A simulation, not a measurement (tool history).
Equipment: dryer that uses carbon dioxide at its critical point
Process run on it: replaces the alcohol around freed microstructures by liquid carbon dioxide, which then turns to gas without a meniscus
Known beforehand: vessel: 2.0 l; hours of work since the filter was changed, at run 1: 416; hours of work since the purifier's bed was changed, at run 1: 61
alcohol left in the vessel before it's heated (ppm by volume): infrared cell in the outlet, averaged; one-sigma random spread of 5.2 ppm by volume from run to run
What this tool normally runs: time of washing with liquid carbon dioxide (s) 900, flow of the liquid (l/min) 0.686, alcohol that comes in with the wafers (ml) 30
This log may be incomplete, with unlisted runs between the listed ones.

run    hour  time of washing with liquid carbon dioxide (s)  flow of the liquid (l/min)  alcohol that comes in with the wafers (ml)  hours of work since the filter was changed  hours of work since the purifier's bed was changed  alcohol left in the vessel before it's heated (ppm by volume)
  1     0.0                                             900                       0.686                                          30                                         416                                                  61                                                            165
  2    16.9                                             900                       0.686                                          30                                         425                                                  70                                                            163
       19.4  -- inlet filter changed
  3    33.9                                            1320                       0.686                                          30                                           8                                                  78                                                             20
  4    59.8                                             900                       0.686                                          71                                          21                                                  92                                                            235
  5    92.8                                             900                       0.686                                          71                                          38                                                 109                                                            233
  6   125.4                                             900                       0.686                                          71                                          55                                                 126                                                            246
  7   157.2                                             900                       0.686                                          71                                          71                                                 142                                                            255
  8   178.9                                             900                       0.686                                          71                                          83                                                 153                                                            262
  9   194.9                                             900                       0.686                                          71                                          91                                                 162                                                            273
 10   214.4                                             900                       0.686                                          71                                         101                                                 172                                                            271
 11   238.1                                             900                       0.686                                          30                                         113                                                 184                                                            136
 12   268.6                                             900                       0.506                                          30                                         129                                                 200                                                            425
 13   290.5                                            1140                       0.686                                          30                                         141                                                 211                                                             54
 14   319.0                                             900                       0.686                                          30                                         155                                                 226                                                            144
 15   343.5                                             900                       0.686                                          30                                         168                                                 239                                                            146
 16   369.9                                             900                       0.686                                          30                                         182                                                 253                                                            144
 17   399.2                                             900                       0.479                                          30                                         197                                                 268                                                            528
 18   429.0                                             900                       0.686                                          30                                         212                                                 283                                                            154
 19   442.8                                             900                       0.686                                          30                                         220                                                 290                                                            141
 20   459.9                                             900                       0.686                                          30                                         229                                                 299                                                            164
 21   475.2                                             900                       0.686                                          30                                         236                                                 307                                                            149
 22   496.3                                             900                       0.686                                          30                                         247                                                 318                                                            162
 23   517.9                                             900                       0.686                                          30                                         259                                                 329                                                            174
 24   535.7                                            1200                       0.686                                          30                                         268                                                 338                                                             64
 25   549.6                                            1080                       0.899                                          30                                         275                                                 346                                                             52
 26   577.6                                            1080                       0.899                                          30                                         290                                                 360                                                             42
 27   599.7                                             900                       0.686                                          44                                         301                                                 372                                                            240
 28   630.4                                             840                       0.577                                          69                                         317                                                 388                                                            957
 29   659.5                                             840                       0.686                                          44                                         332                                                 403                                                            338
 30   677.5                                            1380                       0.483                                          24                                         341                                                 412                                                            138
 31   700.0                                             540                       0.441                                          23                                         353                                                 424                                                           2008
 32   726.7                                             540                       0.561                                          23                                         367                                                 438                                                           1285
 33   754.7                                             540                       0.694                                          40                                         381                                                 452                                                           1316
 34   785.8                                             540                       0.694                                          40                                         398                                                 468                                                           1302
 35   802.7                                             540                       0.694                                          28                                         406                                                 477                                                            944
 36   816.6                                             540                       0.694                                          28                                         414                                                 484                                                            947
      841.8  -- inlet filter changed
 37   841.8                                             900                       0.686                                          23                                           0                                                 497                                                            110
 38   862.1                                             960                       0.698                                          32                                          11                                                 507                                                            123
 39   892.6                                             960                       0.698                                          32                                          26                                                 523                                                            129
 40   921.6                                            1080                       0.686                                          30                                          41                                                 538                                                             96
 41   944.2                                             900                       0.500                                          79                                          53                                                 550                                                           1086
 42   975.1                                             900                       0.500                                          79                                          69                                                 566                                                           1066
 43   994.0                                             660                       0.413                                          66                                          79                                                 576                                                           3720
 44  1025.3                                             600                       0.686                                          30                                          95                                                 592                                                            586
 45  1041.9                                             600                       0.686                                          30                                         104                                                 601                                                            617
 46  1062.7                                             900                       0.441                                          56                                         115                                                 611                                                           1232

Take each entry between the runs: how does the hidden state at the last listed run before it differ from the hidden state at the first listed run after it?
Between runs 2 and 3: inlet filter changed (hour 19.4)
  flow that reaches the vessel past the clogged filter, %: 88.1 -> 98.9; alcohol in the recycled carbon dioxide, ppm: 11.8 -> 12.6
  measured result minus the result with no hidden state, alcohol left in the vessel before it's heated (ppm by volume): +80 -> +8
Between runs 36 and 37: inlet filter changed (hour 841.8)
  flow that reaches the vessel past the clogged filter, %: 88.1 -> 99.7; alcohol in the recycled carbon dioxide, ppm: 50.5 -> 51.7
  measured result minus the result with no hidden state, alcohol left in the vessel before it's heated (ppm by volume): +320 -> +47

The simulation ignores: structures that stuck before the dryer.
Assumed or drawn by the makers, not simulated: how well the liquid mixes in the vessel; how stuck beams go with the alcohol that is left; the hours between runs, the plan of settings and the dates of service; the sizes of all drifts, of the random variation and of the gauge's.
